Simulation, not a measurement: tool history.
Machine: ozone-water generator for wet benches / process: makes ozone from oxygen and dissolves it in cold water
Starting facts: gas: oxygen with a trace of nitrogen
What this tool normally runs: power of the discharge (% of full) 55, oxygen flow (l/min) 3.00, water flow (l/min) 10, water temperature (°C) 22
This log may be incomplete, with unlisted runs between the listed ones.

run    hour  power of the discharge (% of full)  oxygen flow (l/min)  water flow (l/min)  water temperature (°C)  dissolved ozone (ppm)  ozone in the gas ahead of the water (g/m3)
  1     0.0                                  55                 3.00                  10                      22                   19.0                                       180.0
  2   100.8                                  55                 3.00                  10                      22                   18.8                                       179.8
  3   174.4                                  55                 3.00                  10                      22                   18.7                                       178.6
  4   264.9                                  55                 4.39                  10                      22                   17.5                                       144.0
  5   316.3                                  55                 4.39                  10                      22                   17.5                                       141.9
  6   417.7                                  55                 4.39                  10                      22                   17.4                                       141.5
  7   465.0                                  55                 4.39                  10                      22                   17.4                                       143.6
  8   514.6                                  55                 4.39                  10                      22                   17.3                                       143.0
  9   606.1                                  55                 4.39                  10                      22                   17.3                                       141.4
 10   696.0                                  55                 4.39                  14                      22                   13.9                                       143.1
 11   743.0                                  55                 4.72                  10                      22                   17.1                                       135.6
      753.6  -- water thermometer calibrated
 12   820.3                                  55                 2.55                  10                      19                   19.3                                       196.4
 13   887.5                                  55                 2.55                  10                      19                   19.6                                       196.4
 14   934.9                                  55                 2.55                  10                      19                   19.7                                       196.1
 15  1025.8                                  55                 2.55                  11                      19                   17.8                                       195.6
     1049.8  -- water thermometer calibrated, once more
 16  1085.3                                  55                 2.55                  11                      19                   17.9                                       198.1
 17  1197.6                                  55                 2.55                  11                      19                   18.1                                       194.4

Measured minus without-hidden-state, run by run (identical run-to-run variation in each term; gauge scatter may differ):
The hidden state here: yield of the discharge, % of new electrodes'; contactor's efficiency, % of a clean one's; true water temperature over the reading, C; drift of the gauge itself on ozone_ppm, %; drift of the gauge itself on gas_g_m3, %.
run  dissolved ozone (ppm)  ozone in the gas ahead of the water (g/m3)
  1                   -2.2                                        -7.3
  2                   -2.3                                        -7.6
  3                   -2.4                                        -7.8
  4                   -2.3                                        -6.4
  5                   -2.3                                        -6.5
  6                   -2.4                                        -6.8
  7                   -2.4                                        -6.9
  8                   -2.4                                        -7.1
  9                   -2.5                                        -7.2
 10                   -2.1                                        -7.5
 11                   -2.5                                        -7.3
 12                   -2.9                                       -10.8
 13                   -3.0                                       -11.0
 14                   -3.1                                       -11.1
 15                   -2.9                                       -11.4
 16                   -2.8                                       -11.8
 17                   -2.9                                       -12.0

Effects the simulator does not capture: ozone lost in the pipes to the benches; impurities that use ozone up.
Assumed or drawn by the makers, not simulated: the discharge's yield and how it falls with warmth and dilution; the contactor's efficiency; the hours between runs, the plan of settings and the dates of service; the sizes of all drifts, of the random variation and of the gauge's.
